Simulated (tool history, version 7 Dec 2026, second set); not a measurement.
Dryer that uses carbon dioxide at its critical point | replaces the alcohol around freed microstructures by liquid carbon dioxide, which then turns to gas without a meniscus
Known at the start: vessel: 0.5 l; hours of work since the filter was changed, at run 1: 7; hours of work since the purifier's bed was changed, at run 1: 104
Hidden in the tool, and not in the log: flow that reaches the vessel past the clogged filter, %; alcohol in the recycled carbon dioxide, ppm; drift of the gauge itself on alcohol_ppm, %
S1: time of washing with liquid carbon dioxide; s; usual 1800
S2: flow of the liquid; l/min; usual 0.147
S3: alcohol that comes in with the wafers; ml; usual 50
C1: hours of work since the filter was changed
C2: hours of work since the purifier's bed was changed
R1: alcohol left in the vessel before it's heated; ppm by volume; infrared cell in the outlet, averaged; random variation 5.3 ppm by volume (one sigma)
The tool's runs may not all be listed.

run	hour	S1	S2	S3	C1	C2	R1
1	0	1800	0.147	50	7	104	162
2	39.4	1800	0.147	21	34	131	99
3	65.4	1800	0.147	21	52	149	111
4	113.7	1800	0.147	21	86	183	109
5	136.9	1800	0.147	21	103	199	118
6	165.2	1800	0.147	21	122	219	133
7	198.6	1800	0.15	21	146	243	134
8	241.6	1800	0.15	21	176	273	147
9	279.7	1800	0.15	21	202	299	154
10	309.4	1800	0.096	21	223	320	771
11	346.3	2160	0.104	27	249	346	346
12	375	2160	0.104	27	269	366	372
13	409.6	2160	0.104	27	293	390	370
14	453.3	2160	0.104	27	324	421	392
15	502.2	1980	0.147	50	358	455	237
16	537.7	1980	0.147	50	383	480	247
17	577.1	1980	0.147	50	410	507	263
18	609.3	1980	0.192	58	433	530	184
# hour 616.2: inlet filter changed
19	639.3	1980	0.192	58	16	550	186
20	682	1800	0.147	94	46	580	426

Forecast each of these 3 alternatives for the next run:
A	727.5	1800	0.107	94	78	612	?
B	727.5	1800	0.139	29	78	612	?
C	727.5	2400	0.1	27	78	612	?

run	R1
A	1872
B	310
C	358
Without the tool's hidden state the same runs would have given:
run	R1
A	1505
B	102
C	141
